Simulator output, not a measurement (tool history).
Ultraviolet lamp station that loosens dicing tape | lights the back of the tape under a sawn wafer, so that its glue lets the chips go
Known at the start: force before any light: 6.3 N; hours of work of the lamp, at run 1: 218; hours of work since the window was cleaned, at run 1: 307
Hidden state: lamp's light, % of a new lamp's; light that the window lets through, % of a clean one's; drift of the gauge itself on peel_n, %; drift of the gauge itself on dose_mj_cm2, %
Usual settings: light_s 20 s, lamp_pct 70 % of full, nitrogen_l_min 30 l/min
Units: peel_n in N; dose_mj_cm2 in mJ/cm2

run,hour,light_s,lamp_pct,nitrogen_l_min,hours of work of the lamp,hours of work since the window was cleaned,peel_n,dose_mj_cm2
1,0,20,70,30,218,307,0.847,312
2,38,20,70,30,248,337,0.87,305
3,78.5,20,70,30,280,369,0.927,300
4,96.4,20,70,30,294,383,0.902,293
5,119.4,20,70,30,312,401,0.936,289
6,144.5,20,70,30,332,421,0.972,285
7,174.1,20,70,34,355,444,0.98,278
8,200.4,20,70,34,376,465,0.989,275
9,223.2,20,71,30,394,483,1.075,277
10,245.2,20,71,30,412,501,1.078,268
11,282.2,20,71,30,441,530,1.141,264
12,300.6,20,66,30,455,544,1.266,240
# hour 304.5: window cleaned of glue's vapour
13,318.2,20,66,30,469,11,1.387,227
14,348.7,20,92,30,493,35,0.824,316
15,378.3,20,92,30,516,58,0.857,306
16,400.8,20,70,32,534,76,1.371,227
17,441.9,20,69,32,566,108,1.443,222
18,481.8,23,70,22,598,140,1.434,248
# hour 505: window cleaned of glue's vapour, once more
19,513.1,18,70,10,622,6,2.344,214
20,543.2,18,70,10,646,30,2.455,212
21,580.1,18,70,10,675,59,2.474,204
22,620.2,18,70,10,707,91,2.598,195
# hour 642.4: lamp changed
23,649.6,14,70,30,6,113,1.147,261
24,690.2,14,70,30,38,145,1.229,255
25,707.3,22,72,30,51,159,0.504,410
26,744.3,22,72,30,80,188,0.53,396
27,771.4,31,70,11,102,210,0.608,529
28,811,20,70,24,133,241,0.837,337
29,832.4,20,83,23,150,258,0.633,395
30,869.9,20,83,23,180,287,0.7,388
31,910.1,31,78,55,211,319,0.209,547
32,941.5,31,78,16,236,344,0.448,535
33,981.4,15,63,14,268,375,2.238,203

Forecast each of these 4 alternatives for the next run:
A,1001.1,25,70,30,283,391,?,?
B,1001.1,20,94,21,283,391,?,?
C,1001.1,27,70,12,283,391,?,?
D,1001.1,19,70,28,283,391,?,?

run,peel_n,dose_mj_cm2
A,0.618,374
B,0.684,401
C,0.971,397
D,1.043,281
Without the tool's hidden state the same runs would have given:
run,peel_n,dose_mj_cm2
A,0.362,486
B,0.407,522
C,0.594,518
D,0.647,366

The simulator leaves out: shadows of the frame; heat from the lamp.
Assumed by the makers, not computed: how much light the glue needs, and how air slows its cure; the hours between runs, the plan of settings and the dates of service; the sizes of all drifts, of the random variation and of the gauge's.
